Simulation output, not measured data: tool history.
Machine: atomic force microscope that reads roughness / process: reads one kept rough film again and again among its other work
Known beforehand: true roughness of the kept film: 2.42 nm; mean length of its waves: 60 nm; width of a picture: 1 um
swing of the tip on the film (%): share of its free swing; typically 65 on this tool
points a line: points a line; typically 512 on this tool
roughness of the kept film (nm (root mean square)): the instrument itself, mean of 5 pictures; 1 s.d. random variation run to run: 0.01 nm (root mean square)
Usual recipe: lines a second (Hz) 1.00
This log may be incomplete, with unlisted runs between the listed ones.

run,day,lines a second (Hz),swing of the tip on the film (%),points a line,roughness of the kept film (nm (root mean square))
1,0.000,1.00,65,512,2.303
2,2.517,1.00,65,849,2.247
3,5.408,1.00,65,512,2.177
4,7.658,1.00,65,349,2.144
5,9.075,1.00,65,966,2.115
# day 9.967: new tip fitted
6,11.675,0.69,65,512,2.283
7,13.362,0.69,65,512,2.224
8,16.408,0.69,65,512,2.172
9,17.700,0.92,65,512,2.136
10,19.412,1.00,65,512,2.117
# day 19.921: new tip fitted
11,21.858,1.00,65,512,2.250
12,23.183,0.59,65,411,2.237
13,25.792,1.23,65,512,2.150
14,27.375,1.00,58,512,2.153
15,28.654,1.00,58,512,2.134
# day 29.808: new tip fitted
16,31.362,1.00,58,512,2.272
17,33.725,2.83,65,262,2.119
18,35.121,1.89,58,833,2.174
19,36.917,1.89,58,833,2.141
20,38.921,1.00,88,512,2.022
# day 39.662: new tip fitted
21,41.783,1.00,88,512,2.138

Predict each of these 3 candidate next runs independently; none follows another, all start after run 21:
A,43.688,1.00,88,501,?
B,43.688,2.52,62,644,?
C,43.688,0.78,65,827,?

run,roughness of the kept film (nm (root mean square))
A,2.116
B,2.163
C,2.234
With the hidden condition removed and each run's random variation left untouched, the same runs would have given:
run,roughness of the kept film (nm (root mean square))
A,2.215
B,2.264
C,2.339

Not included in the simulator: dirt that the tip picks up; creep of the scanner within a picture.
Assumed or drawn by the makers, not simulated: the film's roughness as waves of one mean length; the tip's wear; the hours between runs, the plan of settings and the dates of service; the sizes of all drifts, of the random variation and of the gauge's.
